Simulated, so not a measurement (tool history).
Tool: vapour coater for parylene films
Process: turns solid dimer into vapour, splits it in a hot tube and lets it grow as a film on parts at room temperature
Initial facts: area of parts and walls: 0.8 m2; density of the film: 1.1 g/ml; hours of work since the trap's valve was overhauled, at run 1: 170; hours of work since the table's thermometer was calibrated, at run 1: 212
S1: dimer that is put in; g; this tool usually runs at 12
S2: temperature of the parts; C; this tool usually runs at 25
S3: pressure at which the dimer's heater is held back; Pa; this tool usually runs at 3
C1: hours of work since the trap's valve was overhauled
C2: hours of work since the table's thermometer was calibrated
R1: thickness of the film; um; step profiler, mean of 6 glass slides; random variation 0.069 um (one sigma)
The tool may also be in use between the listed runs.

run 1 day=0 | S1=12 S2=25 S3=3 | C1=170 C2=212 | R1=7.71
run 2 day=0.538 | S1=12 S2=25 S3=2.24 | C1=181 C2=223 | R1=8.11
run 3 day=1.525 | S1=12 S2=25 S3=3.98 | C1=202 C2=244 | R1=7.44
run 4 day=1.996 | S1=12 S2=25 S3=3.98 | C1=212 C2=253 | R1=7.48
run 5 day=2.833 | S1=12 S2=25 S3=3 | C1=229 C2=271 | R1=7.72
run 6 day=3.35 | S1=12 S2=25 S3=3 | C1=240 C2=282 | R1=7.61
run 7 day=3.779 | S1=20 S2=25 S3=3 | C1=249 C2=291 | R1=12.71
run 8 day=4.229 | S1=12 S2=25 S3=3 | C1=259 C2=300 | R1=7.5
run 9 day=5.125 | S1=12 S2=25 S3=3 | C1=277 C2=319 | R1=7.53
run 10 day=5.667 | S1=12 S2=25 S3=3.97 | C1=289 C2=330 | R1=7.19
-- day=6.075 trap's valve overhauled
run 11 day=6.621 | S1=12 S2=25 S3=3 | C1=11 C2=347 | R1=8.25
run 12 day=7.296 | S1=12 S2=25 S3=3.06 | C1=26 C2=361 | R1=8.17
run 13 day=8.246 | S1=12 S2=25 S3=3 | C1=45 C2=381 | R1=8.16
run 14 day=9.225 | S1=8 S2=25 S3=3 | C1=66 C2=401 | R1=5.37
run 15 day=10.229 | S1=8 S2=25 S3=3 | C1=87 C2=422 | R1=5.37
run 16 day=11.167 | S1=19 S2=30 S3=3 | C1=106 C2=442 | R1=10.75
-- day=11.267 table's thermometer calibrated
run 17 day=12.142 | S1=7 S2=25 S3=11.02 | C1=126 C2=18 | R1=4.03
run 18 day=12.683 | S1=8 S2=25 S3=3 | C1=137 C2=30 | R1=5.32
run 19 day=13.679 | S1=8 S2=25 S3=3 | C1=158 C2=50 | R1=5.3
run 20 day=14.417 | S1=12 S2=25 S3=5.54 | C1=174 C2=66 | R1=7.37
run 21 day=15.379 | S1=14 S2=25 S3=4.98 | C1=194 C2=86 | R1=8.47
run 22 day=15.929 | S1=12 S2=34 S3=10.24 | C1=205 C2=98 | R1=4.85
run 23 day=16.362 | S1=6 S2=23 S3=2.45 | C1=214 C2=107 | R1=4.35
run 24 day=16.879 | S1=14 S2=20 S3=2.45 | C1=225 C2=117 | R1=10.9
-- day=17.104 table's thermometer calibrated, once more
run 25 day=17.525 | S1=9 S2=32 S3=3.76 | C1=238 C2=9 | R1=4.31

For some of the steps in R1 from one run to the next: how much would appear even if the tool had no hidden state, given the settings, what came in and random variation, and how much remains for the hidden state plus any gauge scatter that the measured result and the result without hidden state don't share?
The tool's hidden condition here consists of: vapour lost through the trap's worn valve, %; true temperature of the parts over the reading, C; drift of the gauge itself on film_um, %.
Run 6 -> 7: S1 12 -> 20. R1 +5.1 um: hidden state -0.43, all else +5.53.
Run 10 -> 11: S3 3.97 -> 3, trap's valve overhauled. R1 +1.06 um: hidden state +0.72, all else +0.34.
Run 16 -> 17: S1 19 -> 7, S2 30 -> 25, S3 3 -> 11.02, table's thermometer calibrated. R1 -6.72 um: hidden state +0.18, all else -6.9.
Run 24 -> 25: S1 14 -> 9, S2 20 -> 32, S3 2.45 -> 3.76, table's thermometer calibrated, once more. R1 -6.59 um: hidden state +0.26, all else -6.85.

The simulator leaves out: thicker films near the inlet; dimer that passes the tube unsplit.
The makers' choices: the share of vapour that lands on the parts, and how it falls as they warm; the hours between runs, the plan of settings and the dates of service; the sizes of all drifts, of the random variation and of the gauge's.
